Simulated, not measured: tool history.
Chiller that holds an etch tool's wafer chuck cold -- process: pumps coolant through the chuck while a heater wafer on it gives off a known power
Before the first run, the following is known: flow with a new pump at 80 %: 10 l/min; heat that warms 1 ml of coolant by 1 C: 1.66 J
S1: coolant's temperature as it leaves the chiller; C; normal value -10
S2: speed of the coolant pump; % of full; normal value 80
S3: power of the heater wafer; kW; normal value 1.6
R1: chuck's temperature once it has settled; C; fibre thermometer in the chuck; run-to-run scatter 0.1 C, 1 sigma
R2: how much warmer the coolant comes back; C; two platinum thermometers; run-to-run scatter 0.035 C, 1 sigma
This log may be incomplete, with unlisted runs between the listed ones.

{"run": 1, "hour": 0.0, "S1": -10, "S2": 80, "S3": 1.6, "R1": 5.1, "R2": 5.8}
{"run": 2, "hour": 62.0, "S1": -15, "S2": 80, "S3": 1.6, "R1": 0.1, "R2": 5.8}
{"run": 3, "hour": 156.8, "S1": -15, "S2": 80, "S3": 1.6, "R1": 0.2, "R2": 5.77}
{"run": 4, "hour": 223.6, "S1": -15, "S2": 80, "S3": 1.6, "R1": 0.3, "R2": 5.71}
{"run": 5, "hour": 281.5, "S1": -10, "S2": 80, "S3": 1.6, "R1": 5, "R2": 5.74}
{"run": 6, "hour": 328.1, "S1": -10, "S2": 80, "S3": 1.6, "R1": 5.2, "R2": 5.78}
{"run": 7, "hour": 398.5, "S1": -10, "S2": 80, "S3": 1.6, "R1": 5.1, "R2": 5.73}
{"run": 8, "hour": 479.4, "S1": -10, "S2": 80, "S3": 1.6, "R1": 5.1, "R2": 5.76}
{"run": 9, "hour": 575.2, "S1": -10, "S2": 80, "S3": 1.6, "R1": 5.2, "R2": 5.68}
{"run": 10, "hour": 637.7, "S1": -10, "S2": 80, "S3": 1.6, "R1": 5.2, "R2": 5.69}
{"run": 11, "hour": 716.8, "S1": -10, "S2": 80, "S3": 1.6, "R1": 5.2, "R2": 5.74}
{"run": 12, "hour": 763.9, "S1": -5, "S2": 80, "S3": 1.6, "R1": 10.2, "R2": 5.62}
{"run": 13, "hour": 843.6, "S1": -5, "S2": 80, "S3": 1.6, "R1": 10.2, "R2": 5.7}
{"run": 14, "hour": 883.4, "S1": -10, "S2": 80, "S3": 1.6, "R1": 5.1, "R2": 5.75}
{"run": 15, "hour": 964.1, "S1": -10, "S2": 80, "S3": 1.227, "R1": 1.6, "R2": 4.34}
{"run": 16, "hour": 1004.8, "S1": -10, "S2": 80, "S3": 1.227, "R1": 1.7, "R2": 4.33}
{"run": 17, "hour": 1044.4, "S1": -2, "S2": 80, "S3": 1.503, "R1": 12.3, "R2": 5.35}
{"run": 18, "hour": 1106.1, "S1": -19, "S2": 86, "S3": 2.326, "R1": 2, "R2": 7.66}
{"run": 19, "hour": 1161.9, "S1": -16, "S2": 69, "S3": 2.326, "R1": 9, "R2": 9.79}
{"run": 20, "hour": 1249.7, "S1": -13, "S2": 69, "S3": 1.42, "R1": 2.2, "R2": 5.99}
{"run": 21, "hour": 1297.3, "S1": -9, "S2": 80, "S3": 1.411, "R1": 4.4, "R2": 4.98}
{"run": 22, "hour": 1361.5, "S1": -13, "S2": 72, "S3": 2.168, "R1": 9.6, "R2": 8.67}
{"run": 23, "hour": 1410.7, "S1": -13, "S2": 72, "S3": 2.168, "R1": 9.6, "R2": 8.72}
{"run": 24, "hour": 1497.4, "S1": -2, "S2": 97, "S3": 2.168, "R1": 15.5, "R2": 6.09}
{"run": 25, "hour": 1563.0, "S1": -14, "S2": 68, "S3": 1.352, "R1": 0.7, "R2": 5.75}
{"run": 26, "hour": 1618.6, "S1": -13, "S2": 96, "S3": 1.041, "R1": -4.6, "R2": 2.81}
{"run": 27, "hour": 1694.0, "S1": -6, "S2": 73, "S3": 1.927, "R1": 13.7, "R2": 7.54}
{"run": 28, "hour": 1767.3, "S1": -6, "S2": 88, "S3": 1.927, "R1": 10.8, "R2": 6.08}

Predict the results of run 29:
{"run": 29, "hour": 1822.6, "S1": -10, "S2": 82, "S3": 1.088, "R1": "?", "R2": "?"}

Run 29 yielded R1 0.1 C, R2 3.65 C.
On a tool with no hidden condition, and with the same random variation, this run would have come out at R1 0 C, R2 3.81 C.

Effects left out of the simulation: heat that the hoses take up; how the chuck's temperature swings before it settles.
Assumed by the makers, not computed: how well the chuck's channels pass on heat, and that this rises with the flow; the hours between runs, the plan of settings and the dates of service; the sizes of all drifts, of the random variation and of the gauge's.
